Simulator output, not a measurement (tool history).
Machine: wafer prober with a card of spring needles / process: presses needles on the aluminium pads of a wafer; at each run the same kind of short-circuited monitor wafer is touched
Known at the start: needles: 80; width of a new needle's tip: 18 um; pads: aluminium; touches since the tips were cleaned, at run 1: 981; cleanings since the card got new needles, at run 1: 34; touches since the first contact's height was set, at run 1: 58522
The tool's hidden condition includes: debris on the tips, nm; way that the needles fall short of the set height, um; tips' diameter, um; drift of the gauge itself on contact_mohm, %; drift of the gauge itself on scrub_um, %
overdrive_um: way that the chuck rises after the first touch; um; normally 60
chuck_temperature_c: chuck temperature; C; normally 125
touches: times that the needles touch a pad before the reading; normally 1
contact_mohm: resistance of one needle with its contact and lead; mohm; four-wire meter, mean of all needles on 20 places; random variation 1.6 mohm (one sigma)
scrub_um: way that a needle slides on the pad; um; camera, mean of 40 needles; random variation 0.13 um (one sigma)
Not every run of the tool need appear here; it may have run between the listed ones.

| run | hour | overdrive_um | chuck_temperature_c | touches | touches since the tips were cleaned | cleanings since the card got new needles | touches since the first contact's height was set | contact_mohm | scrub_um |
|---|---|---|---|---|---|---|---|---|---|
| 1 | 0 | 60 | 125 | 1 | 981 | 34 | 58522 | 196 | 10.56 |
|  | 2.3 | tips cleaned on abrasive film |
| 2 | 4.7 | 60 | 58 | 1 | 603 | 35 | 59688 | 259 | 10.41 |
|  | 8.5 | tips cleaned on abrasive film |
| 3 | 9.9 | 60 | 58 | 1 | 358 | 36 | 60974 | 185 | 10.12 |
|  | 15.3 | tips cleaned on abrasive film |
| 4 | 16.5 | 60 | 58 | 1 | 322 | 37 | 62640 | 173 | 10.41 |
|  | 21.4 | tips cleaned on abrasive film |
| 5 | 21.4 | 60 | 125 | 1 | 11 | 38 | 63855 | 168 | 10.34 |
| 6 | 26.7 | 60 | 125 | 1 | 1356 | 38 | 65200 | 216 | 10.4 |
|  | 28.2 | tips cleaned on abrasive film |
|  | 34.9 | tips cleaned on abrasive film |
| 7 | 36.1 | 45 | 125 | 1 | 318 | 40 | 67529 | 202 | 7.71 |
|  | 41.3 | tips cleaned on abrasive film |
| 8 | 44.8 | 45 | 125 | 1 | 875 | 41 | 69695 | 242 | 7.27 |
|  | 47.6 | tips cleaned on abrasive film |
|  | 53.9 | tips cleaned on abrasive film |
| 9 | 56.1 | 60 | 125 | 1 | 559 | 43 | 72524 | 195 | 10.32 |
|  | 60.4 | tips cleaned on abrasive film |
| 10 | 63.6 | 60 | 125 | 1 | 805 | 44 | 74385 | 201 | 10.26 |

Run 11 has not been measured yet. What should we expect?
|  | 66.7 | tips cleaned on abrasive film, once more |
|  | 72.9 | tips cleaned on abrasive film |
| 11 | 73.6 | 60 | 109 | 2 | 164 | 46 | 76869 | ? | ? |

contact_mohm: 170 mohm
scrub_um: 10.14 um
Without the tool's hidden state the same run would have given contact_mohm 159 mohm, scrub_um 11.24 um.
